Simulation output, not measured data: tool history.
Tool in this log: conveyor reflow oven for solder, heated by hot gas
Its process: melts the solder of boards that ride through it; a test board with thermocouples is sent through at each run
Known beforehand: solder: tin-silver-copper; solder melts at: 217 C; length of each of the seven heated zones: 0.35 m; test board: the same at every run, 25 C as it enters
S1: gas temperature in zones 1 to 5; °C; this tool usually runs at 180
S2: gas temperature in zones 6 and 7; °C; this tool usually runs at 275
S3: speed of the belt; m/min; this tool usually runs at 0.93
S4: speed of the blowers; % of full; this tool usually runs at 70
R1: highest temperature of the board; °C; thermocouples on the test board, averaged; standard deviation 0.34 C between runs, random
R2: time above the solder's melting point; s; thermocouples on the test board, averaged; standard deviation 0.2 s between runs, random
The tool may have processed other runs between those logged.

{"run": 1, "hour": 0.0, "S1": 180, "S2": 275, "S3": 0.93, "S4": 70, "R1": 259.7, "R2": 38}
{"run": 2, "hour": 43.5, "S1": 180, "S2": 275, "S3": 1.036, "S4": 70, "R1": 255.3, "R2": 32.4}
{"run": 3, "hour": 99.6, "S1": 180, "S2": 275, "S3": 0.93, "S4": 70, "R1": 259.6, "R2": 38}
{"run": 4, "hour": 141.1, "S1": 180, "S2": 275, "S3": 0.93, "S4": 70, "R1": 258, "R2": 38.3}
{"run": 5, "hour": 190.2, "S1": 180, "S2": 284, "S3": 0.93, "S4": 70, "R1": 267.5, "R2": 40.8}
{"run": 6, "hour": 220.1, "S1": 180, "S2": 284, "S3": 0.93, "S4": 70, "R1": 266.4, "R2": 40.8}
{"hour": 269.5, "done": "flux residue cleaned out of gas plates and filters"}
{"run": 7, "hour": 280.2, "S1": 180, "S2": 284, "S3": 0.93, "S4": 70, "R1": 268.2, "R2": 40.8}
{"run": 8, "hour": 334.2, "S1": 180, "S2": 284, "S3": 0.93, "S4": 70, "R1": 268.3, "R2": 40.9}
{"run": 9, "hour": 376.5, "S1": 180, "S2": 284, "S3": 0.93, "S4": 70, "R1": 268.6, "R2": 41.3}
{"run": 10, "hour": 405.6, "S1": 180, "S2": 284, "S3": 0.93, "S4": 70, "R1": 267.8, "R2": 41}
{"run": 11, "hour": 442.7, "S1": 180, "S2": 275, "S3": 0.93, "S4": 57, "R1": 255.4, "R2": 36}
{"run": 12, "hour": 488.2, "S1": 180, "S2": 275, "S3": 0.93, "S4": 82, "R1": 262.8, "R2": 39.6}
{"hour": 507.6, "done": "thermocouples of zones 6 and 7 changed"}
{"hour": 524.2, "done": "belt drive overhauled, speed set with a stopwatch"}
{"run": 13, "hour": 543.9, "S1": 180, "S2": 275, "S3": 0.93, "S4": 82, "R1": 261.6, "R2": 39.1}
{"run": 14, "hour": 584.3, "S1": 180, "S2": 275, "S3": 0.93, "S4": 82, "R1": 261.2, "R2": 39.1}
{"run": 15, "hour": 617.0, "S1": 180, "S2": 275, "S3": 0.93, "S4": 82, "R1": 261.1, "R2": 39.5}
{"hour": 646.4, "done": "flux residue cleaned out of gas plates and filters"}
{"run": 16, "hour": 676.0, "S1": 188, "S2": 275, "S3": 0.93, "S4": 70, "R1": 260.9, "R2": 41.3}
{"run": 17, "hour": 723.2, "S1": 188, "S2": 280, "S3": 0.877, "S4": 70, "R1": 267.1, "R2": 45.9}
{"run": 18, "hour": 760.7, "S1": 188, "S2": 279, "S3": 0.877, "S4": 85, "R1": 269.8, "R2": 46.4}
{"run": 19, "hour": 800.6, "S1": 189, "S2": 279, "S3": 0.797, "S4": 85, "R1": 271.2, "R2": 52.4}
{"run": 20, "hour": 859.2, "S1": 189, "S2": 289, "S3": 0.797, "S4": 81, "R1": 279.9, "R2": 54}
{"hour": 884.7, "done": "belt drive overhauled, speed set with a stopwatch, once more"}
{"run": 21, "hour": 903.6, "S1": 189, "S2": 264, "S3": 0.926, "S4": 50, "R1": 244, "R2": 32.4}
{"run": 22, "hour": 933.8, "S1": 170, "S2": 281, "S3": 0.903, "S4": 59, "R1": 258.2, "R2": 36}
{"run": 23, "hour": 963.0, "S1": 185, "S2": 290, "S3": 0.942, "S4": 60, "R1": 268.3, "R2": 40.6}
{"run": 24, "hour": 1000.6, "S1": 185, "S2": 290, "S3": 0.942, "S4": 60, "R1": 267.6, "R2": 41.3}
{"hour": 1019.1, "done": "flux residue cleaned out of gas plates and filters"}
{"run": 25, "hour": 1041.9, "S1": 193, "S2": 264, "S3": 1.068, "S4": 70, "R1": 247.5, "R2": 31.1}
{"run": 26, "hour": 1091.6, "S1": 189, "S2": 275, "S3": 0.93, "S4": 89, "R1": 264.9, "R2": 42.1}
{"run": 27, "hour": 1137.3, "S1": 187, "S2": 271, "S3": 0.968, "S4": 83, "R1": 258.8, "R2": 38.3}
{"run": 28, "hour": 1192.1, "S1": 187, "S2": 271, "S3": 0.968, "S4": 83, "R1": 259.1, "R2": 37.5}
{"run": 29, "hour": 1242.6, "S1": 168, "S2": 275, "S3": 0.93, "S4": 57, "R1": 251.6, "R2": 31}

Results per run with the tool's hidden condition removed, run-to-run variation unchanged:
Unlogged tool condition in this case: heat that the gas passes to the board, % of a clean oven's; belt's true speed, % of the reading; true gas temperature in zones 6 and 7 over the reading, C; drift of the gauge itself on peak_c, C; drift of the gauge itself on liquid_s, %.
run=1 R1=258.3 R2=37.1
run=2 R1=254.1 R2=31.6
run=3 R1=258.3 R2=37.1
run=4 R1=256.7 R2=37.5
run=5 R1=266.2 R2=40
run=6 R1=265.1 R2=40
run=7 R1=266.2 R2=39.7
run=8 R1=266.4 R2=39.8
run=9 R1=266.7 R2=40.1
run=10 R1=265.9 R2=39.9
run=11 R1=253.5 R2=34.6
run=12 R1=261 R2=38.5
run=13 R1=261.4 R2=38.1
run=14 R1=261 R2=38.1
run=15 R1=260.9 R2=38.4
run=16 R1=259.7 R2=39.8
run=17 R1=265.9 R2=44.3
run=18 R1=268.8 R2=44.8
run=19 R1=270.2 R2=50.7
run=20 R1=278.8 R2=52.2
run=21 R1=243.6 R2=32.3
run=22 R1=258 R2=35.9
run=23 R1=268 R2=40.5
run=24 R1=267.3 R2=41.1
run=25 R1=246.6 R2=30.7
run=26 R1=263.8 R2=41.7
run=27 R1=257.8 R2=37.9
run=28 R1=258.1 R2=37.1
run=29 R1=250.6 R2=30.5
